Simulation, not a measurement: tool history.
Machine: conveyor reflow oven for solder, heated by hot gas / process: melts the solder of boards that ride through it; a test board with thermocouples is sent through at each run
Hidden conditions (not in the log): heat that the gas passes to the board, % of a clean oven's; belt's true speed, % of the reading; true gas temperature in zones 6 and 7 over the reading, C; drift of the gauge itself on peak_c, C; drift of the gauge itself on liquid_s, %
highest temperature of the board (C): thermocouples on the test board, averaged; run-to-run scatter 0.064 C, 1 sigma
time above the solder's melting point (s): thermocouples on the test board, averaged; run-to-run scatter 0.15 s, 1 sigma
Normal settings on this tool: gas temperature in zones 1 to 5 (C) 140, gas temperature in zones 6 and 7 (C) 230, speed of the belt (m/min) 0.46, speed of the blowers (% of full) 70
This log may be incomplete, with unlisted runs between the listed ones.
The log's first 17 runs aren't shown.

run   hour  gas temperature in zones 1 to 5 (C)  gas temperature in zones 6 and 7 (C)  speed of the belt (m/min)  speed of the blowers (% of full)  hours of work since the flux was cleaned out  hours of work since the belt drive was overhauled  hours of work since the thermocouples were changed  highest temperature of the board (C)  time above the solder's melting point (s)
 18  537.3                                  140                                   230                      0.467                                70                                           192                                                519                                                 256                                214.15                                         56
 19  558.4                                  140                                   242                       0.46                                71                                           206                                                533                                                 270                                225.21                                       65.1
 20  576.1                                  145                                   228                      0.484                                81                                           218                                                545                                                 282                                213.95                                         56
 21  617.7                                  145                                   228                      0.484                                81                                           245                                                572                                                 309                                 214.1                                       56.2
     635.1  -- flux residue cleaned out of gas plates and filters
 22  659.2                                  145                                   228                      0.484                                81                                            16                                                595                                                 332                                214.06                                       56.3
 23  695.6                                  139                                   232                       0.46                                73                                            39                                                619                                                 356                                216.76                                       58.8
 24  727.9                                  139                                   232                       0.46                                73                                            60                                                640                                                 377                                216.75                                         59
 25  747.5                                  131                                   232                       0.46                                73                                            73                                                652                                                 389                                215.46                                       54.9
 26  777.7                                  140                                   230                      0.485                                71                                            92                                                672                                                 409                                213.23                                       52.9
 27  816.3                                  140                                   236                       0.46                                70                                           117                                                697                                                 434                                219.79                                       61.7
 28  835.9                                  140                                   236                       0.46                                70                                           130                                                710                                                 447                                219.96                                       61.6
 29  853.6                                  140                                   236                      0.414                                70                                           141                                                721                                                 458                                222.94                                       71.5
 30  878.8                                  140                                   232                      0.427                                70                                           158                                                737                                                 474                                 218.6                                       65.7
 31  900.5                                  133                                   238                      0.427                                68                                           172                                                751                                                 488                                222.47                                       66.1
 32  929.2                                  140                                   238                      0.419                                66                                           190                                                770                                                 507                                223.85                                       70.7

Alternative continuations, all from the tool just after run 32; predict every row:
  A  968.1                                  133                                   222                      0.419                                66                                           216                                                795                                                 532                                     ?                                          ?
  B  968.1                                  140                                   230                      0.445                                50                                           216                                                795                                                 532                                     ?                                          ?
  C  968.1                                  147                                   238                      0.534                                57                                           216                                                795                                                 532                                     ?                                          ?

run  highest temperature of the board (C)  time above the solder's melting point (s)
  A                                208.33                                       54.8
  B                                211.31                                       55.5
  C                                214.93                                       50.6
Without the tool's hidden state the same runs would have given:
run  highest temperature of the board (C)  time above the solder's melting point (s)
  A                                208.31                                       54.8
  B                                 211.3                                       55.4
  C                                214.92                                       50.6
